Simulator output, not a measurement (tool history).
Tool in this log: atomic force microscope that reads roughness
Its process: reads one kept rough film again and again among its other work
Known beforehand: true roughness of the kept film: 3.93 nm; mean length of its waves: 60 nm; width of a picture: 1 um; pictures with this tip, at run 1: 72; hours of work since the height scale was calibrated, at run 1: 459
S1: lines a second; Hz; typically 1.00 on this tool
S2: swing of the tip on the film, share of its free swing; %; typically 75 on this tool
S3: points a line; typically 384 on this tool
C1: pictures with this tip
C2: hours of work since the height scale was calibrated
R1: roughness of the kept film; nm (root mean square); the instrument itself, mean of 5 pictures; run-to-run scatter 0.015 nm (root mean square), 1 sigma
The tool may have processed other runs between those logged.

run,hour,S1,S2,S3,C1,C2,R1
1,0.0,1.00,75,384,72,459,3.418
2,12.8,1.00,75,384,99,468,3.355
3,24.6,1.00,75,384,124,475,3.302
4,48.6,1.00,75,384,176,491,3.204
# hour 66.9: new tip fitted
5,71.9,1.00,75,384,10,506,3.513
6,94.2,1.00,75,384,58,520,3.428
7,113.2,1.00,75,384,99,533,3.374
8,126.7,1.00,75,384,127,541,3.307
9,147.8,1.00,75,384,172,555,3.258
10,163.5,1.00,75,384,206,565,3.184
# hour 167.3: new tip fitted
11,177.7,3.16,75,384,22,574,2.999
12,194.5,3.16,75,384,58,585,2.947
13,207.2,3.16,75,384,85,594,2.888
14,219.5,1.00,75,807,112,602,3.341
15,240.8,1.00,75,258,157,615,3.275
16,263.9,2.05,75,258,207,630,2.940
# hour 268.2: new tip fitted
17,279.1,1.00,75,641,23,640,3.493
18,304.9,1.00,75,641,78,657,3.393
19,322.9,1.00,75,641,117,669,3.346
20,343.3,1.00,75,641,160,682,3.260
21,367.1,1.00,75,641,211,697,3.186
# hour 369.2: new tip fitted
22,378.2,1.00,75,641,20,704,3.521
23,400.1,0.95,75,384,67,718,3.438
24,414.4,1.00,81,384,97,728,3.281
25,428.0,1.00,81,384,126,737,3.214
# hour 430.6: height scale calibrated on a step standard
26,454.6,1.00,87,511,181,16,3.061
27,467.8,0.75,81,491,209,24,3.204
# hour 470.6: new tip fitted
28,489.5,1.00,75,773,40,38,3.488
# hour 495.1: height scale calibrated on a step standard, once more
29,513.2,1.00,75,773,89,12,3.346
30,530.4,1.00,75,773,126,23,3.293
31,550.4,3.12,57,766,168,36,3.238
32,569.9,3.12,57,766,210,49,3.155
# hour 572.2: new tip fitted
33,594.5,1.14,78,882,48,64,3.363
34,605.7,1.14,78,882,72,72,3.295
35,619.7,1.62,75,384,102,81,3.206
36,630.2,1.36,81,338,124,88,3.091
37,645.4,1.36,81,338,156,97,3.048
38,657.6,1.36,81,338,182,105,2.988
# hour 672.1: new tip fitted
39,681.1,1.36,81,338,20,120,3.269
40,694.8,0.62,74,259,49,129,3.525
41,715.5,2.86,75,995,93,143,2.943
42,735.3,1.00,62,370,135,156,3.432
43,757.7,3.10,62,542,183,170,3.110
# hour 772.9: new tip fitted
44,780.4,2.69,62,542,16,185,3.412
45,801.9,2.95,63,386,62,199,3.289
46,821.6,2.95,63,386,104,211,3.228
47,837.1,2.30,81,417,137,222,2.813

Hidden condition of the tool, last listed run before each entry between runs versus first listed run after:
Runs 4 to 5: new tip fitted (hour 66.9)
  radius of the tip, nm: 31.5 -> 9.3; height scale over the true one, %: 0.76 -> 0.78
  measured less the result without the state, R1: -0.302 -> -0.006 nm (root mean square)
Runs 10 to 11: new tip fitted (hour 167.3)
  radius of the tip, nm: 34 -> 10.1; height scale over the true one, %: 0.86 -> 0.88
  measured less the result without the state, R1: -0.330 -> -0.012 nm (root mean square)
Runs 16 to 17: new tip fitted (hour 268.2)
  radius of the tip, nm: 33.1 -> 10.7; height scale over the true one, %: 0.95 -> 0.97
  measured less the result without the state, R1: -0.290 -> -0.019 nm (root mean square)
Runs 21 to 22: new tip fitted (hour 369.2)
  radius of the tip, nm: 33.7 -> 9.8; height scale over the true one, %: 1.04 -> 1.05
  measured less the result without the state, R1: -0.319 -> -0.003 nm (root mean square)
Runs 25 to 26: height scale calibrated on a step standard (hour 430.6)
  radius of the tip, nm: 23.5 -> 30.3; height scale over the true one, %: 1.09 -> 1.24
  measured less the result without the state, R1: -0.184 -> -0.256 nm (root mean square)
Runs 27 to 28: new tip fitted (hour 470.6)
  radius of the tip, nm: 33.7 -> 12.2; height scale over the true one, %: 1.25 -> 1.27
  measured less the result without the state, R1: -0.314 -> -0.031 nm (root mean square)
Runs 28 to 29: height scale calibrated on a step standard, once more (hour 495.1)
  radius of the tip, nm: 12.2 -> 18.8; height scale over the true one, %: 1.27 -> 0.08
  measured less the result without the state, R1: -0.031 -> -0.162 nm (root mean square)
Runs 32 to 33: new tip fitted (hour 572.2)
  radius of the tip, nm: 33.3 -> 13.7; height scale over the true one, %: 0.13 -> 0.16
  measured less the result without the state, R1: -0.342 -> -0.089 nm (root mean square)
Runs 38 to 39: new tip fitted (hour 672.1)
  radius of the tip, nm: 29.9 -> 9.6; height scale over the true one, %: 0.21 -> 0.23
  measured less the result without the state, R1: -0.279 -> -0.029 nm (root mean square)
Runs 43 to 44: new tip fitted (hour 772.9)
  radius of the tip, nm: 30.3 -> 9.3; height scale over the true one, %: 0.3 -> 0.32
  measured less the result without the state, R1: -0.294 -> -0.023 nm (root mean square)
